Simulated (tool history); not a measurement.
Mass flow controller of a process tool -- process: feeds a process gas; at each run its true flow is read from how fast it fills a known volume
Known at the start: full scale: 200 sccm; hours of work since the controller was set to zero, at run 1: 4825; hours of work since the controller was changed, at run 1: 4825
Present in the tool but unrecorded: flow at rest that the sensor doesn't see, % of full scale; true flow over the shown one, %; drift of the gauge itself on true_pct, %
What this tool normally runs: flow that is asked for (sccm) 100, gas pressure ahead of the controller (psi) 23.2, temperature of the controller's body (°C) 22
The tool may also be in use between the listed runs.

| run | day | flow that is asked for (sccm) | gas pressure ahead of the controller (psi) | temperature of the controller's body (°C) | hours of work since the controller was set to zero | hours of work since the controller was changed | true flow (%) |
|---|---|---|---|---|---|---|---|
| 1 | 0.000 | 100 | 23.2 | 22 | 4825 | 4825 | 98.37 |
| 2 | 6.238 | 100 | 29.6 | 22 | 4880 | 4880 | 98.21 |
| 3 | 16.012 | 100 | 29.6 | 22 | 4967 | 4967 | 98.26 |
| 4 | 27.246 | 100 | 29.6 | 22 | 5067 | 5067 | 98.18 |
| 5 | 33.967 | 100 | 23.2 | 21 | 5127 | 5127 | 98.29 |
| 6 | 41.296 | 100 | 23.2 | 22 | 5192 | 5192 | 98.35 |
| 7 | 52.479 | 100 | 23.2 | 22 | 5291 | 5291 | 98.46 |
| 8 | 66.304 | 100 | 23.2 | 22 | 5414 | 5414 | 98.33 |
| 9 | 77.400 | 100 | 23.2 | 22 | 5512 | 5512 | 98.50 |
| 10 | 85.462 | 100 | 23.2 | 22 | 5584 | 5584 | 98.46 |
| 11 | 91.450 | 100 | 23.2 | 22 | 5637 | 5637 | 98.46 |
| 12 | 98.912 | 100 | 24.4 | 22 | 5703 | 5703 | 98.32 |
| 13 | 112.175 | 100 | 24.4 | 22 | 5821 | 5821 | 98.47 |
| 14 | 121.462 | 100 | 26.5 | 22 | 5903 | 5903 | 98.27 |
| 15 | 132.908 | 100 | 24.8 | 27 | 6005 | 6005 | 98.55 |
| 16 | 145.504 | 142 | 26.1 | 25 | 6117 | 6117 | 99.11 |
| 17 | 159.025 | 85 | 36.4 | 34 | 6237 | 6237 | 98.34 |
| 18 | 166.450 | 85 | 36.4 | 34 | 6303 | 6303 | 98.49 |
| 19 | 178.042 | 180 | 28.3 | 32 | 6406 | 6406 | 99.95 |
| 20 | 189.325 | 51 | 29.4 | 23 | 6506 | 6506 | 97.56 |
| 21 | 201.133 | 28 | 22.9 | 22 | 6610 | 6610 | 97.22 |
| 22 | 207.950 | 100 | 24.9 | 22 | 6671 | 6671 | 98.37 |
| 23 | 217.650 | 87 | 23.2 | 24 | 6757 | 6757 | 98.26 |
| 24 | 225.058 | 27 | 34.2 | 24 | 6823 | 6823 | 96.88 |
| 25 | 235.725 | 91 | 23.8 | 20 | 6918 | 6918 | 98.17 |
| 26 | 244.000 | 21 | 27.1 | 30 | 6991 | 6991 | 97.38 |
| 27 | 256.029 | 25 | 27.1 | 28 | 7098 | 7098 | 97.34 |
| 28 | 267.546 | 25 | 27.1 | 28 | 7200 | 7200 | 97.43 |

Each row is a separate what-if for the run after 28, all from the same tool condition, not one after another. Results?
| A | 275.308 | 26 | 23.2 | 22 | 7269 | 7269 | ? |
| B | 275.308 | 25 | 27.1 | 35 | 7269 | 7269 | ? |
| C | 275.308 | 33 | 27.1 | 37 | 7269 | 7269 | ? |

| run | true flow (%) |
|---|---|
| A | 97.04 |
| B | 97.55 |
| C | 97.80 |
Without the tool's hidden state the same runs would have given:
| run | true flow (%) |
|---|---|
| A | 97.08 |
| B | 97.59 |
| C | 97.82 |

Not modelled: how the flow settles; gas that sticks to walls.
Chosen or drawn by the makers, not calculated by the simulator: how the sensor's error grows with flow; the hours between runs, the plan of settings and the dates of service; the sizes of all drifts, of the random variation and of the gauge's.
